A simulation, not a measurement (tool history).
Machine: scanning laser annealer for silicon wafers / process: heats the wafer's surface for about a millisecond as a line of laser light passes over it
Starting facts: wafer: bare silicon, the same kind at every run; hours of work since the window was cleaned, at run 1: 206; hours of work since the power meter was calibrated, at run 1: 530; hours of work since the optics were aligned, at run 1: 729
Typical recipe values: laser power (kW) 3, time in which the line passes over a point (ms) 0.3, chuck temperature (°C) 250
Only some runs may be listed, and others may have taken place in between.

| run | hour | laser power (kW) | time in which the line passes over a point (ms) | chuck temperature (°C) | hours of work since the window was cleaned | hours of work since the power meter was calibrated | hours of work since the optics were aligned | highest temperature of the surface (°C) |
|---|---|---|---|---|---|---|---|---|
| 1 | 0 | 3 | 0.3 | 250 | 206 | 530 | 729 | 1039 |
| 2 | 70.1 | 3 | 0.3 | 250 | 251 | 574 | 774 | 1033 |
| 3 | 115.5 | 3 | 0.3 | 251 | 280 | 603 | 803 | 1033 |
| 4 | 173.4 | 3 | 0.3 | 251 | 317 | 640 | 840 | 1030 |
| 5 | 256.6 | 3 | 0.212 | 251 | 370 | 693 | 893 | 909 |
| 6 | 332 | 3 | 0.212 | 251 | 418 | 742 | 941 | 908 |
| 7 | 422.6 | 3 | 0.212 | 251 | 476 | 799 | 999 | 905 |
| 8 | 480.9 | 3 | 0.3 | 218 | 513 | 837 | 1036 | 988 |
| 9 | 537.4 | 3 | 0.249 | 259 | 549 | 873 | 1072 | 961 |
| 10 | 635.2 | 3.014 | 0.373 | 265 | 611 | 935 | 1134 | 1110 |
|  | 670.6 | window over the wafer cleaned |
| 11 | 703.4 | 3.184 | 0.3 | 240 | 21 | 977 | 1177 | 1085 |
| 12 | 791.6 | 2.891 | 0.232 | 240 | 77 | 1034 | 1233 | 923 |
| 13 | 876.4 | 2.891 | 0.32 | 240 | 131 | 1088 | 1287 | 1027 |
| 14 | 948.6 | 2.891 | 0.32 | 240 | 177 | 1134 | 1333 | 1026 |
| 15 | 1005.7 | 2.891 | 0.276 | 229 | 214 | 1170 | 1369 | 958 |

Entry by entry between the runs, the difference in hidden state between the last listed run before and the first listed run after:
Runs 10 to 11: window over the wafer cleaned (hour 670.6)
  light that passes the window, % of a clean one's: 94.6 -> 99.73; laser's true power over the reading, %: 0.13 -> 0.12; width of the line over the set one, %: 1.55 -> 1.6
  measured value less the no-hidden-state value, highest temperature of the surface (°C): -50 -> -7
